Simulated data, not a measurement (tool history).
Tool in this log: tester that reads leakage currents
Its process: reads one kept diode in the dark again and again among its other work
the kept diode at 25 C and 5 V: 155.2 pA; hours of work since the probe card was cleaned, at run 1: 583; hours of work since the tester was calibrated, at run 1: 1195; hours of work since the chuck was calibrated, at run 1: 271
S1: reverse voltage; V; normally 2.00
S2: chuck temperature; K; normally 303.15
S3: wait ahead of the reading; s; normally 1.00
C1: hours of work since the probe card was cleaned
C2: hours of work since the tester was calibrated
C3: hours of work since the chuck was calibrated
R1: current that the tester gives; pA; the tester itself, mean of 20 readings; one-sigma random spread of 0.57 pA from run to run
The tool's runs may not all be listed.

run      day     S1      S2    S3    C1    C2   C3       R1
  1    0.000   2.00  303.15  1.00   583  1195  271   179.94
  2    7.579   2.00  303.15  1.00   659  1271  347   176.11
  3   14.342   2.00  303.15  1.00   727  1339  415   174.91
  4   18.479   2.00  303.15  1.00   768  1380  457   173.78
  5   25.083   2.00  303.15  1.00   834  1446  523   172.56
  6   31.071   2.00  303.15  1.00   894  1506  583   170.21
  7   38.475   1.27  303.15  1.00   969  1580  657   145.23
  8   45.967   2.00  303.15  1.00  1044  1656  732   165.40
  9   52.096   2.00  313.15  1.00  1105  1717  793   399.11
 10   58.654   2.00  303.15  1.00  1171  1783  859   162.58
 11   63.304   2.00  303.15  1.00  1217  1829  906   160.91
      64.471  -- chuck's temperature calibrated
 12   67.121   2.00  303.15  1.00  1255  1867   27   189.57
 13   73.121  14.35  303.15  1.00  1315  1927   87   365.23
 14   79.167   1.32  303.15  1.00  1376  1987  147   162.95
 15   86.158   1.32  303.15  1.00  1446  2057  217   160.80
 16   91.483   2.02  301.15  1.00  1499  2111  271   152.08
 17   99.396  11.68  323.15  1.00  1578  2190  350  1742.03
      99.825  -- tester calibrated
 18  107.179  11.68  323.15  1.00  1655    74  427  1711.60
     114.292  -- tester calibrated, once more
 19  114.638  11.68  323.15  1.00  1729     3  501  1715.07
 20  119.375  11.68  323.15  1.00  1777    51  548  1709.26
 21  123.421  11.68  323.15  1.00  1817    91  589  1698.96
 22  131.492   1.71  295.15  3.04  1898   172  670    78.23
 23  138.779   2.51  301.15  5.84  1971   245  743   152.76
 24  144.850  11.66  300.15  2.58  2032   306  804   241.45
 25  148.992   7.49  303.15  7.88  2074   348  845   261.64
 26  155.988   1.05  333.15  3.37  2144   418  915  1691.31
     156.717  -- chuck's temperature calibrated
 27  160.404   1.05  333.15  3.37  2187   461   37  1932.61
     167.650  -- probe card cleaned and baked
 28  168.546   1.05  310.15  1.41     9   542  117   286.75

4 ways to go on from here, each from the tool as it stands after run 28. What would each give?
  A  175.938  1.05  295.15  9.53  83  616  191   ?
  B  175.938  2.00  303.15  1.51  83  616  191   ?
  C  175.938  2.00  299.15  8.43  83  616  191   ?
  D  175.938  1.05  310.15  1.27  83  616  191   ?

run      R1
  A   70.59
  B  181.99
  C  125.36
  D  282.40
What these runs would have given with no unlogged condition in the tool:
run      R1
  A   72.74
  B  187.31
  C  129.06
  D  290.55
